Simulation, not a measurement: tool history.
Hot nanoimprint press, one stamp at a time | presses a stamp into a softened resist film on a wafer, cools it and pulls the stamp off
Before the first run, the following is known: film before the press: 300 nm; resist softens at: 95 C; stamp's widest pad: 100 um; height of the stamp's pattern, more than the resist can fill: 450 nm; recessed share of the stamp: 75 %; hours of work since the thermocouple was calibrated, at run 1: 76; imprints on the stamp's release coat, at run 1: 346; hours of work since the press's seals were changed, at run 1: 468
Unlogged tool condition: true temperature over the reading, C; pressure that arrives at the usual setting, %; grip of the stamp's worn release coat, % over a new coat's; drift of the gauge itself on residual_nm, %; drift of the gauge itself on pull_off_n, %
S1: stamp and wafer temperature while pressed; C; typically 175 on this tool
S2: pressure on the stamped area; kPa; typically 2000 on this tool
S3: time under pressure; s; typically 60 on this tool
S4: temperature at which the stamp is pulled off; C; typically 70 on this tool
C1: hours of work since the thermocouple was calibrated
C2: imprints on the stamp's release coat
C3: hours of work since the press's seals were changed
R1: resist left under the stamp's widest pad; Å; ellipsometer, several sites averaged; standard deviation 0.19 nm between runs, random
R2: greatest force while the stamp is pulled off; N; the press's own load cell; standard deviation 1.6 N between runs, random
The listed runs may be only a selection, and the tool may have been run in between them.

run,hour,S1,S2,S3,S4,C1,C2,C3,R1,R2
1,0.0,175,2000,60,70,76,346,468,1477,176
2,23.0,175,2000,60,70,86,400,478,1470,178
3,38.0,175,2000,60,70,92,435,484,1473,179
4,64.8,175,2000,60,70,104,497,496,1473,183
# hour 86.7: stamp cleaned and given a new release coat
5,88.1,175,2000,60,70,112,3,504,1468,158
6,99.7,175,2000,60,70,117,30,509,1470,160
7,122.8,175,2000,60,70,127,84,519,1470,159
8,142.7,175,2000,32,70,136,130,528,1785,164
9,159.3,175,2000,60,70,143,169,535,1474,167
10,186.4,175,2000,60,70,155,233,547,1469,169
11,199.0,174,2370,60,66,161,262,553,1386,186
12,224.1,179,2370,50,66,172,320,564,1298,188
13,245.3,179,2370,50,66,181,370,573,1298,188
14,270.1,179,2370,50,66,192,428,584,1299,190
15,289.2,176,2000,60,71,200,473,592,1434,176
16,309.5,176,2000,60,71,209,520,601,1433,179
# hour 321.0: stamp cleaned and given a new release coat
17,340.5,176,2000,117,71,220,45,612,1138,158
18,352.0,176,2000,117,71,225,72,617,1137,156
19,379.2,180,2000,77,59,237,136,629,1187,199

3 options for the next run, each taken on its own from the tool as it stands now. Forecast them:
A,406.5,180,2000,85,60,249,200,641,?,?
B,406.5,180,2000,56,59,249,200,641,?,?
C,406.5,175,1970,42,59,249,200,641,?,?

run,R1,R2
A,1143,195
B,1328,198
C,1656,203
Stripped of hidden state, with their random variation kept, the same runs would have yielded:
run,R1,R2
A,1139,186
B,1323,189
C,1653,194
